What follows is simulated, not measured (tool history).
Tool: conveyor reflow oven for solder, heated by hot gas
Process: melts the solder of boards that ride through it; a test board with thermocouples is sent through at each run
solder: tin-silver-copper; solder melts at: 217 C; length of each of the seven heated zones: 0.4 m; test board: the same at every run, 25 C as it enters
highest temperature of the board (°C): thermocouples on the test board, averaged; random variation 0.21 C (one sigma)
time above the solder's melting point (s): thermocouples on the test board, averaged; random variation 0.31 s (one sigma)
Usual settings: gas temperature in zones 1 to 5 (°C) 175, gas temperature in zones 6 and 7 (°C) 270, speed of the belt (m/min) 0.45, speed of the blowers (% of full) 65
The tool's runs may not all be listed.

run    day  gas temperature in zones 1 to 5 (°C)  gas temperature in zones 6 and 7 (°C)  speed of the belt (m/min)  speed of the blowers (% of full)  highest temperature of the board (°C)  time above the solder's melting point (s)
  1      0                                   175                                    270                       0.45                                65                                  253.5                                       81.5
  2   0.65                                   175                                    270                       0.45                                65                                  253.5                                         81
  3  1.192                                   189                                    270                       0.45                                65                                  255.9                                       91.3
  4  1.571                                   189                                    270                       0.45                                65                                  256.2                                       91.4
  5  2.371                                   189                                    270                       0.45                                65                                    256                                       91.2
  6  3.158                                   168                                    270                       0.45                                65                                  251.7                                       76.4
  7  3.896                                   168                                    270                       0.45                                65                                    252                                       76.3
  8  4.288                                   174                                    270                       0.45                                52                                  248.1                                       72.5
  9  4.742                                   181                                    280                      0.485                                70                                  261.6                                       84.2
 10  5.338                                   181                                    280                      0.485                                70                                  261.7                                       84.8
 11  5.721                                   160                                    280                      0.485                                70                                    258                                       72.3

4 ways to go on from here, each from the tool as it stands after run 11. What would each give?
     6.371  -- flux residue cleaned out of gas plates and filters
  A  6.483                                   160                                    268                      0.485                                70                                      ?                                          ?
     6.371  -- flux residue cleaned out of gas plates and filters
  B  6.483                                   160                                    267                       0.46                                70                                      ?                                          ?
     6.371  -- flux residue cleaned out of gas plates and filters
  C  6.483                                   160                                    266                      0.502                                84                                      ?                                          ?
     6.371  -- flux residue cleaned out of gas plates and filters
  D  6.483                                   185                                    266                      0.485                                70                                      ?                                          ?

run  highest temperature of the board (°C)  time above the solder's melting point (s)
  A                                  249.2                                       64.5
  B                                  250.2                                       70.1
  C                                    251                                       65.4
  D                                  252.2                                       79.2
Without the tool's hidden state the same runs would have given:
run  highest temperature of the board (°C)  time above the solder's melting point (s)
  A                                  248.3                                       63.3
  B                                  249.3                                       68.9
  C                                  250.1                                       64.3
  D                                  251.3                                       78.1
